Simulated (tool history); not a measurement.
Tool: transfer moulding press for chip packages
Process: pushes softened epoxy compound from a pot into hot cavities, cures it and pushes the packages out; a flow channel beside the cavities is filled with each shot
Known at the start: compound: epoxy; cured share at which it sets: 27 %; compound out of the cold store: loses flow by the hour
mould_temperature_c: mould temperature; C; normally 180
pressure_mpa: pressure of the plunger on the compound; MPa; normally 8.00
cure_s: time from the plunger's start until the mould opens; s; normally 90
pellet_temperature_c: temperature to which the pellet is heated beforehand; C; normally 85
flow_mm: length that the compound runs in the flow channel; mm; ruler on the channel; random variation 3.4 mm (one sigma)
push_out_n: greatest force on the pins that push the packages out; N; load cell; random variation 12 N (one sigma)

run,hour,mould_temperature_c,pressure_mpa,cure_s,pellet_temperature_c,incoming compound's hours out of the cold store,flow_mm,push_out_n
1,0.0,180,8.00,90,85,32.1,815,673
2,25.7,172,8.00,90,85,22.6,889,1588
3,59.0,180,8.00,90,75,46.9,756,757
4,100.7,180,8.00,90,75,16.0,871,778
5,138.2,180,8.00,90,75,39.1,770,616
6,157.5,180,8.00,90,75,16.7,861,834
7,190.8,180,8.00,90,75,25.7,812,666
8,216.2,180,8.00,90,85,12.8,856,885
9,249.9,180,8.00,90,79,30.3,784,750
10,271.5,180,8.00,90,85,21.3,814,923
11,289.8,180,8.37,90,85,19.1,836,713
12,313.8,180,8.37,90,85,11.3,868,907
13,350.8,180,8.00,71,85,27.6,771,1327
14,367.7,180,8.00,71,85,42.2,711,1460
15,412.3,178,8.00,90,85,22.9,859,985
16,440.8,175,8.00,90,93,37.9,803,950
17,459.8,176,8.00,90,77,13.3,905,1238
18,491.7,176,8.00,112,77,38.2,788,692
19,521.6,176,8.00,112,77,32.2,807,558
20,560.8,176,8.00,112,77,39.9,772,828
21,599.8,186,9.33,116,80,42.7,787,702
22,629.4,173,7.03,116,76,11.1,835,718
23,669.1,173,7.03,77,76,16.2,812,1569
24,697.7,173,7.03,78,90,44.4,695,1764
25,716.1,173,7.03,78,90,9.1,824,1497
26,746.1,173,7.03,78,90,22.6,770,1976
27,784.0,181,9.21,112,82,14.4,883,649
28,816.2,181,9.21,112,82,10.1,973,554

The log once held 20 entries between its listed runs, left out of this copy. Where does each go, and what is different about the tool's unlogged condition between the listed run before it and the listed run after it?
From run 2 to run 3: cavities cleaned with cleaning compound and waxed (hour 38.1)
  true mould temperature over the reading, C: -0.89 -> -0.93; pressure that reaches the compound, % of what is set: 98.43 -> 97.04; grip of the stained cavities, % over clean ones': 56.5 -> 38.2
  measured less the result without the state, flow_mm: -4 -> -9 mm; push_out_n: +644 -> +232 N
From run 3 to run 4: cavities cleaned with cleaning compound and waxed (hour 86.5)
  true mould temperature over the reading, C: -0.93 -> -0.97; pressure that reaches the compound, % of what is set: 97.04 -> 95.3; grip of the stained cavities, % over clean ones': 38.2 -> 29.5
  measured less the result without the state, flow_mm: -9 -> -18 mm; push_out_n: +232 -> +207 N
From run 4 to run 5: cavities cleaned with cleaning compound and waxed (hour 134.8)
  true mould temperature over the reading, C: -0.97 -> -1; pressure that reaches the compound, % of what is set: 95.3 -> 93.83; grip of the stained cavities, % over clean ones': 29.5 -> 7.9
  measured less the result without the state, flow_mm: -18 -> -22 mm; push_out_n: +207 -> +71 N
From run 6 to run 7: mould's thermocouples calibrated (hour 168.2); cavities cleaned with cleaning compound and waxed (hour 183.5)
  true mould temperature over the reading, C: -1.02 -> -0.16; pressure that reaches the compound, % of what is set: 92.97 -> 91.63; grip of the stained cavities, % over clean ones': 39.6 -> 15.8
  measured less the result without the state, flow_mm: -29 -> -35 mm; push_out_n: +268 -> +95 N
From run 8 to run 9: cavities cleaned with cleaning compound and waxed (hour 229.9)
  true mould temperature over the reading, C: -0.18 -> -0.21; pressure that reaches the compound, % of what is set: 90.5 -> 89.08; grip of the stained cavities, % over clean ones': 53 -> 37.2
  measured less the result without the state, flow_mm: -44 -> -46 mm; push_out_n: +310 -> +209 N
From run 10 to run 11: cavities cleaned with cleaning compound and waxed (hour 276.3)
  true mould temperature over the reading, C: -0.23 -> -0.25; pressure that reaches the compound, % of what is set: 88.2 -> 87.47; grip of the stained cavities, % over clean ones': 62.5 -> 26.4
  measured less the result without the state, flow_mm: -52 -> -57 mm; push_out_n: +361 -> +156 N
From run 12 to run 13: cavities cleaned with cleaning compound and waxed (hour 324.7)
  true mould temperature over the reading, C: -0.27 -> -0.3; pressure that reaches the compound, % of what is set: 86.5 -> 85.03; grip of the stained cavities, % over clean ones': 57.5 -> 45.7
  measured less the result without the state, flow_mm: -64 -> -64 mm; push_out_n: +336 -> +436 N
From run 14 to run 15: cavities cleaned with cleaning compound and waxed (hour 372.0); plunger's sealing rings changed (hour 398.4)
  true mould temperature over the reading, C: -0.32 -> -0.36; pressure that reaches the compound, % of what is set: 84.28 -> 99.21; grip of the stained cavities, % over clean ones': 65.7 -> 56.4
  measured less the result without the state, flow_mm: -62 -> -2 mm; push_out_n: +599 -> +369 N
From run 15 to run 16: cavities cleaned with cleaning compound and waxed (hour 422.4)
  true mould temperature over the reading, C: -0.36 -> -0.39; pressure that reaches the compound, % of what is set: 99.21 -> 98.07; grip of the stained cavities, % over clean ones': 56.4 -> 33.5
  measured less the result without the state, flow_mm: -2 -> -6 mm; push_out_n: +369 -> +257 N
From run 17 to run 18: cavities cleaned with cleaning compound and waxed (hour 470.7)
  true mould temperature over the reading, C: -0.41 -> -0.44; pressure that reaches the compound, % of what is set: 97.22 -> 95.95; grip of the stained cavities, % over clean ones': 58 -> 39
  measured less the result without the state, flow_mm: -11 -> -15 mm; push_out_n: +478 -> +200 N
From run 18 to run 19: cavities cleaned with cleaning compound and waxed (hour 517.9)
  true mould temperature over the reading, C: -0.44 -> -0.47; pressure that reaches the compound, % of what is set: 95.95 -> 94.7; grip of the stained cavities, % over clean ones': 39 -> 10.7
  measured less the result without the state, flow_mm: -15 -> -21 mm; push_out_n: +200 -> +61 N
From run 20 to run 21: cavities cleaned with cleaning compound and waxed (hour 567.7)
  true mould temperature over the reading, C: -0.51 -> -0.55; pressure that reaches the compound, % of what is set: 93.05 -> 91.46; grip of the stained cavities, % over clean ones': 65.2 -> 55.4
  measured less the result without the state, flow_mm: -27 -> -34 mm; push_out_n: +337 -> +251 N
From run 21 to run 22: cavities cleaned with cleaning compound and waxed (hour 615.8)
  true mould temperature over the reading, C: -0.55 -> -0.58; pressure that reaches the compound, % of what is set: 91.46 -> 90.21; grip of the stained cavities, % over clean ones': 55.4 -> 26.8
  measured less the result without the state, flow_mm: -34 -> -42 mm; push_out_n: +251 -> +168 N
From run 22 to run 23: cavities cleaned with cleaning compound and waxed (hour 664.0)
  true mould temperature over the reading, C: -0.58 -> -0.62; pressure that reaches the compound, % of what is set: 90.21 -> 88.65; grip of the stained cavities, % over clean ones': 26.8 -> 10.7
  measured less the result without the state, flow_mm: -42 -> -48 mm; push_out_n: +168 -> +209 N
From run 24 to run 25: cavities cleaned with cleaning compound and waxed (hour 710.5)
  true mould temperature over the reading, C: -0.65 -> -0.67; pressure that reaches the compound, % of what is set: 87.49 -> 86.78; grip of the stained cavities, % over clean ones': 52.3 -> 12.4
  measured less the result without the state, flow_mm: -46 -> -58 mm; push_out_n: +656 -> +226 N
From run 26 to run 27: cavities cleaned with cleaning compound and waxed (hour 756.9)
  true mould temperature over the reading, C: -0.69 -> -0.73; pressure that reaches the compound, % of what is set: 85.56 -> 83.93; grip of the stained cavities, % over clean ones': 55.6 -> 44.5
  measured less the result without the state, flow_mm: -60 -> -78 mm; push_out_n: +769 -> +206 N
From run 27 to run 28: plunger's sealing rings changed (hour 794.4); cavities cleaned with cleaning compound and waxed (hour 808.6)
  true mould temperature over the reading, C: -0.73 -> -0.76; pressure that reaches the compound, % of what is set: 83.93 -> 98.42; grip of the stained cavities, % over clean ones': 44.5 -> 17.3
  measured less the result without the state, flow_mm: -78 -> -5 mm; push_out_n: +206 -> +87 N

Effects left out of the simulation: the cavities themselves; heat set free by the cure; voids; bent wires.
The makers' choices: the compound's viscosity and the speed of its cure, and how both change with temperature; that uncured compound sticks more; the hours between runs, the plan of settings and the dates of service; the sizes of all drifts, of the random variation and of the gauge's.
